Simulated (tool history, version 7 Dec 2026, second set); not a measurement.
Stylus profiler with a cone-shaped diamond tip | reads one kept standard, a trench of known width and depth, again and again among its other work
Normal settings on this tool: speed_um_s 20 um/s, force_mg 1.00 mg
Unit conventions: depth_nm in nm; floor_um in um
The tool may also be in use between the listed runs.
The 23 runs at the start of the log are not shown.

run 24 hour=1586.2 | speed_um_s=69 force_mg=1.13 | depth_nm=1003.78 floor_um=24.16
run 25 hour=1669.2 | speed_um_s=52 force_mg=0.72 | depth_nm=1002.49 floor_um=24.23
run 26 hour=1729.5 | speed_um_s=46 force_mg=1.00 | depth_nm=1003.00 floor_um=24.33
run 27 hour=1820.3 | speed_um_s=18 force_mg=0.56 | depth_nm=1001.92 floor_um=24.48
run 28 hour=1870.2 | speed_um_s=14 force_mg=2.09 | depth_nm=1005.74 floor_um=24.63
run 29 hour=1951.9 | speed_um_s=14 force_mg=2.09 | depth_nm=1005.39 floor_um=24.62
run 30 hour=2047.6 | speed_um_s=14 force_mg=2.09 | depth_nm=1005.64 floor_um=24.56
run 31 hour=2119.7 | speed_um_s=18 force_mg=0.55 | depth_nm=1001.45 floor_um=24.43
run 32 hour=2185.4 | speed_um_s=18 force_mg=0.55 | depth_nm=1001.31 floor_um=24.44
run 33 hour=2227.2 | speed_um_s=64 force_mg=1.60 | depth_nm=1004.12 floor_um=24.17
run 34 hour=2310.7 | speed_um_s=13 force_mg=0.77 | depth_nm=1001.93 floor_um=24.43
run 35 hour=2364.3 | speed_um_s=59 force_mg=0.48 | depth_nm=1001.00 floor_um=23.77
run 36 hour=2462.3 | speed_um_s=59 force_mg=0.48 | depth_nm=1000.97 floor_um=23.78
run 37 hour=2550.7 | speed_um_s=59 force_mg=0.48 | depth_nm=1000.75 floor_um=23.76
run 38 hour=2597.4 | speed_um_s=28 force_mg=1.07 | depth_nm=1002.43 floor_um=24.27
run 39 hour=2651.6 | speed_um_s=9 force_mg=0.38 | depth_nm=1000.47 floor_um=24.35
-- hour=2677.5 new tip fitted, height scale calibrated
run 40 hour=2724.8 | speed_um_s=22 force_mg=1.20 | depth_nm=1004.59 floor_um=26.24
run 41 hour=2795.7 | speed_um_s=52 force_mg=2.75 | depth_nm=1007.99 floor_um=26.12
run 42 hour=2863.8 | speed_um_s=62 force_mg=2.75 | depth_nm=1007.51 floor_um=26.05
run 43 hour=2922.2 | speed_um_s=42 force_mg=0.63 | depth_nm=1002.78 floor_um=25.87
run 44 hour=2962.0 | speed_um_s=37 force_mg=2.42 | depth_nm=1006.87 floor_um=26.08
run 45 hour=3030.5 | speed_um_s=12 force_mg=2.09 | depth_nm=1006.17 floor_um=26.23

What if the next run were any one of these 4? Each begins from the tool's condition after run 45:
run A hour=3088.0 | speed_um_s=7 force_mg=2.09 | depth_nm=? floor_um=?
run B hour=3088.0 | speed_um_s=9 force_mg=1.13 | depth_nm=? floor_um=?
run C hour=3088.0 | speed_um_s=12 force_mg=0.60 | depth_nm=? floor_um=?
run D hour=3088.0 | speed_um_s=6 force_mg=1.00 | depth_nm=? floor_um=?

run=A depth_nm=1005.96 floor_um=26.22
run=B depth_nm=1003.96 floor_um=26.21
run=C depth_nm=1002.24 floor_um=26.20
run=D depth_nm=1003.62 floor_um=26.27
With the hidden condition removed and each run's random variation left untouched, the same runs would have given:
run=A depth_nm=1006.39 floor_um=26.44
run=B depth_nm=1004.39 floor_um=26.43
run=C depth_nm=1002.66 floor_um=26.42
run=D depth_nm=1004.05 floor_um=26.49
